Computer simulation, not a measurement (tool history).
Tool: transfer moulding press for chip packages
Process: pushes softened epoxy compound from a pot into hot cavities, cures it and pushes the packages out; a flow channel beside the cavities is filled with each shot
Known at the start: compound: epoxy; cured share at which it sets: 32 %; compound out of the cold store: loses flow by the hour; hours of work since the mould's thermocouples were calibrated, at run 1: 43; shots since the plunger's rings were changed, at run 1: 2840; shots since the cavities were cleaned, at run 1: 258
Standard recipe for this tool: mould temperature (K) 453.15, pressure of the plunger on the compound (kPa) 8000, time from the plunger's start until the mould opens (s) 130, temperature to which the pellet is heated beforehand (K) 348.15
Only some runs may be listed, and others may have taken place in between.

run	day	mould temperature (K)	pressure of the plunger on the compound (kPa)	time from the plunger's start until the mould opens (s)	temperature to which the pellet is heated beforehand (K)	hours of work since the mould's thermocouples were calibrated	shots since the plunger's rings were changed	shots since the cavities were cleaned	incoming compound's hours out of the cold store	length that the compound runs in the flow channel (mm)	greatest force on the pins that push the packages out (N)
1	0	453.15	8000	130	348.15	43	2840	258	24.6	651	340
2	0.533	453.15	8000	130	348.15	50	2935	353	24.8	648	350
3	0.938	453.15	6950	130	348.15	55	3007	425	27.3	603	363
4	1.554	453.15	8000	130	348.15	63	3117	535	22.7	651	389
# day 1.742: cavities cleaned with cleaning compound and waxed
5	2.25	453.15	8000	130	348.15	72	3229	90	34.1	633	294
6	2.808	453.15	8000	130	348.15	79	3329	190	33.4	638	319
7	3.467	453.15	8000	130	348.15	88	3445	306	16.1	654	350
8	3.896	453.15	8000	130	348.15	93	3522	383	44.6	620	368
9	4.558	453.15	8000	130	348.15	102	3640	501	9.2	659	392
# day 4.929: cavities cleaned with cleaning compound and waxed
10	5.029	453.15	8000	130	348.15	107	3712	17	17.7	647	276
11	5.658	453.15	8000	130	348.15	115	3825	130	33.1	626	313
12	6.217	453.15	8000	130	348.15	123	3924	229	17.8	649	309
13	6.904	453.15	8000	130	348.15	132	4046	351	27.6	635	349
# day 7.208: plunger's sealing rings changed
14	7.725	453.15	8000	130	348.15	141	92	479	18.7	684	376
# day 8.233: cavities cleaned with cleaning compound and waxed
15	8.467	460.15	8000	161	348.15	150	213	42	14.4	675	241
16	9.033	460.15	8000	161	348.15	157	313	142	22.7	653	276
17	9.433	460.15	8000	123	352.15	163	385	214	47.6	622	306
18	10.104	456.15	8000	130	348.15	171	504	333	44.7	633	330
19	10.638	456.15	8000	147	347.15	178	598	427	12	685	347
# day 11.438: cavities cleaned with cleaning compound and waxed
20	11.45	456.15	8000	147	347.15	188	732	2	28.3	656	247
21	11.812	456.15	8000	147	347.15	193	797	67	32.4	652	263
22	12.517	452.15	8000	130	353.15	202	922	192	9.7	693	339
23	13.275	452.15	8000	130	353.15	212	1057	327	27.8	665	365
24	14.029	452.15	8000	130	353.15	222	1191	461	12.4	685	386
25	14.454	455.15	6710	139	345.15	227	1267	537	20.9	611	353
# day 14.608: cavities cleaned with cleaning compound and waxed
26	14.875	455.15	6710	139	345.15	232	1331	48	28.8	599	249
27	15.542	455.15	6710	139	345.15	241	1449	166	43	582	299
28	15.958	455.15	6710	139	352.15	246	1524	241	30.2	596	305

3 options for the next run, each taken on its own from the tool as it stands now. Forecast them:
A	16.3	455.15	8710	139	352.15	251	1584	301	30.2	?	?
B	16.3	447.15	6710	139	352.15	251	1584	301	31.4	?	?
C	16.3	453.15	6710	140	352.15	251	1584	301	15.6	?	?

run	length that the compound runs in the flow channel (mm)	greatest force on the pins that push the packages out (N)
A	682	317
B	623	415
C	620	325
What these runs would have given with no unlogged condition in the tool:
run	length that the compound runs in the flow channel (mm)	greatest force on the pins that push the packages out (N)
A	697	239
B	637	306
C	634	245
